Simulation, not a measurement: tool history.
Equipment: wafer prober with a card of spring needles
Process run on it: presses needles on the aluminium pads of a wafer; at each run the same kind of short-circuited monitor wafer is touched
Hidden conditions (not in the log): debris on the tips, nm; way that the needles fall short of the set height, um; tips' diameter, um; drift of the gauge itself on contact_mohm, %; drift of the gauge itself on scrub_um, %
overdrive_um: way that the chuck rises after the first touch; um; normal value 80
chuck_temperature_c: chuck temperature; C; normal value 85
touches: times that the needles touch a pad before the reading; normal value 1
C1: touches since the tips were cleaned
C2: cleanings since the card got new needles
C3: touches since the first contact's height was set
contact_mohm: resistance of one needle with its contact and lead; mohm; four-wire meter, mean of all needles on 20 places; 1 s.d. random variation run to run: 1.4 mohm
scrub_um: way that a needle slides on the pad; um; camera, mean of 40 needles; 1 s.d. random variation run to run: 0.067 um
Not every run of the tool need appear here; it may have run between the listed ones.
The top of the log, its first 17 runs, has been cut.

-- hour=134.1 tips cleaned on abrasive film
run 18 hour=140.9 | overdrive_um=87 chuck_temperature_c=85 touches=2 | C1=3314 C2=61 C3=58237 | contact_mohm=132 scrub_um=11.11
-- hour=142.3 tips cleaned on abrasive film
run 19 hour=148.2 | overdrive_um=83 chuck_temperature_c=35 touches=1 | C1=2864 C2=62 C3=61753 | contact_mohm=139 scrub_um=10.58
-- hour=150.3 tips cleaned on abrasive film
run 20 hour=153.3 | overdrive_um=83 chuck_temperature_c=35 touches=1 | C1=1466 C2=63 C3=64220 | contact_mohm=134 scrub_um=10.56
-- hour=158.1 tips cleaned on abrasive film
run 21 hour=158.7 | overdrive_um=63 chuck_temperature_c=35 touches=1 | C1=292 C2=64 C3=66835 | contact_mohm=134 scrub_um=8.01
-- hour=166.1 tips cleaned on abrasive film
run 22 hour=168.8 | overdrive_um=73 chuck_temperature_c=32 touches=2 | C1=1339 C2=65 C3=71747 | contact_mohm=130 scrub_um=9.23
-- hour=174.3 tips cleaned on abrasive film
run 23 hour=175.4 | overdrive_um=73 chuck_temperature_c=32 touches=2 | C1=558 C2=66 C3=74938 | contact_mohm=126 scrub_um=9.35
-- hour=182 tips cleaned on abrasive film
run 24 hour=185.3 | overdrive_um=73 chuck_temperature_c=32 touches=2 | C1=1622 C2=67 C3=79747 | contact_mohm=133 scrub_um=9.29
-- hour=190 tips cleaned on abrasive film
run 25 hour=197.1 | overdrive_um=80 chuck_temperature_c=61 touches=1 | C1=3489 C2=68 C3=85488 | contact_mohm=146 scrub_um=10.12
-- hour=197.9 tips cleaned on abrasive film
-- hour=205.8 tips cleaned on abrasive film
run 26 hour=205.8 | overdrive_um=84 chuck_temperature_c=29 touches=2 | C1=0 C2=70 C3=89659 | contact_mohm=121 scrub_um=10.66
-- hour=214.2 tips cleaned on abrasive film
run 27 hour=215.4 | overdrive_um=66 chuck_temperature_c=85 touches=1 | C1=593 C2=71 C3=94335 | contact_mohm=146 scrub_um=8.37
-- hour=222.4 tips cleaned on abrasive film
run 28 hour=226.1 | overdrive_um=84 chuck_temperature_c=85 touches=2 | C1=1821 C2=72 C3=99532 | contact_mohm=136 scrub_um=10.62
-- hour=230.6 tips cleaned on abrasive film
run 29 hour=235.8 | overdrive_um=61 chuck_temperature_c=99 touches=2 | C1=2553 C2=73 C3=104216 | contact_mohm=154 scrub_um=7.6
-- hour=238.5 tips cleaned on abrasive film
run 30 hour=242.2 | overdrive_um=66 chuck_temperature_c=84 touches=2 | C1=1795 C2=74 C3=107300 | contact_mohm=146 scrub_um=8.23
-- hour=246.3 tips cleaned on abrasive film
run 31 hour=253.1 | overdrive_um=66 chuck_temperature_c=84 touches=2 | C1=3328 C2=75 C3=112606 | contact_mohm=148 scrub_um=8.28
-- hour=254.7 tips cleaned on abrasive film
-- hour=263.4 tips cleaned on abrasive film
run 32 hour=264 | overdrive_um=66 chuck_temperature_c=84 touches=2 | C1=288 C2=77 C3=117884 | contact_mohm=134 scrub_um=8.32
-- hour=271.2 tips cleaned on abrasive film
run 33 hour=274.7 | overdrive_um=91 chuck_temperature_c=85 touches=1 | C1=1707 C2=78 C3=123086 | contact_mohm=134 scrub_um=11.51

Forecast each of these 3 alternatives for the next run:
-- hour=279.3 tips cleaned on abrasive film
run A hour=283.8 | overdrive_um=80 chuck_temperature_c=85 touches=2 | C1=2222 C2=79 C3=127499 | contact_mohm=? scrub_um=?
-- hour=279.3 tips cleaned on abrasive film
run B hour=283.8 | overdrive_um=80 chuck_temperature_c=34 touches=1 | C1=2222 C2=79 C3=127499 | contact_mohm=? scrub_um=?
-- hour=279.3 tips cleaned on abrasive film
run C hour=283.8 | overdrive_um=74 chuck_temperature_c=54 touches=2 | C1=2222 C2=79 C3=127499 | contact_mohm=? scrub_um=?

run=A contact_mohm=139 scrub_um=10.07
run=B contact_mohm=138 scrub_um=10.03
run=C contact_mohm=139 scrub_um=9.2
With no hidden state in the tool, these same runs would have given:
run=A contact_mohm=125 scrub_um=10.4
run=B contact_mohm=115 scrub_um=10.35
run=C contact_mohm=122 scrub_um=9.53
